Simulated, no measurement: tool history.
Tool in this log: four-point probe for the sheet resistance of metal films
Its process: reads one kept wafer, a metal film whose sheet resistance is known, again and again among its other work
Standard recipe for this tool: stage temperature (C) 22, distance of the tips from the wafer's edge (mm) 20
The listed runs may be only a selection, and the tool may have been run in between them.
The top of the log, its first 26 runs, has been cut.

| run | hour | stage temperature (C) | distance of the tips from the wafer's edge (mm) | sheet resistance as the instrument gives it (ohm/square) |
|---|---|---|---|---|
| 27 | 2362.1 | 31 | 8 | 0.031393 |
| 28 | 2484.7 | 22 | 6 | 0.031674 |
| 29 | 2600.9 | 22 | 6 | 0.031679 |
| 30 | 2721.2 | 22 | 6 | 0.031664 |
| 31 | 2815.4 | 28 | 4 | 0.03218 |
| 32 | 2877.1 | 27 | 9 | 0.031382 |
| 33 | 2932.2 | 35 | 9 | 0.031326 |
| 34 | 3049.8 | 22 | 68 | 0.031221 |
| 35 | 3156.3 | 24 | 68 | 0.031204 |
| 36 | 3269.6 | 22 | 64 | 0.031217 |
| 37 | 3388.8 | 33 | 8 | 0.031385 |
| 38 | 3465.5 | 33 | 8 | 0.031386 |
| 39 | 3540 | 33 | 8 | 0.031405 |
| 40 | 3636 | 31 | 47 | 0.031158 |
| 41 | 3724.1 | 24 | 63 | 0.031197 |
| 42 | 3831 | 18 | 41 | 0.031252 |
| 43 | 3949.3 | 21 | 9 | 0.031431 |
| 44 | 4033.4 | 21 | 9 | 0.031431 |

Here are 4 independent what-if runs from the current tool condition. What would each one return?
| A | 4155.3 | 30 | 39 | ? |
| B | 4155.3 | 31 | 9 | ? |
| C | 4155.3 | 20 | 4 | ? |
| D | 4155.3 | 28 | 9 | ? |

| run | sheet resistance as the instrument gives it (ohm/square) |
|---|---|
| A | 0.031153 |
| B | 0.031346 |
| C | 0.032248 |
| D | 0.03137 |
Stripped of hidden state, with their random variation kept, the same runs would have yielded:
| run | sheet resistance as the instrument gives it (ohm/square) |
|---|---|
| A | 0.031149 |
| B | 0.031343 |
| C | 0.032245 |
| D | 0.031367 |
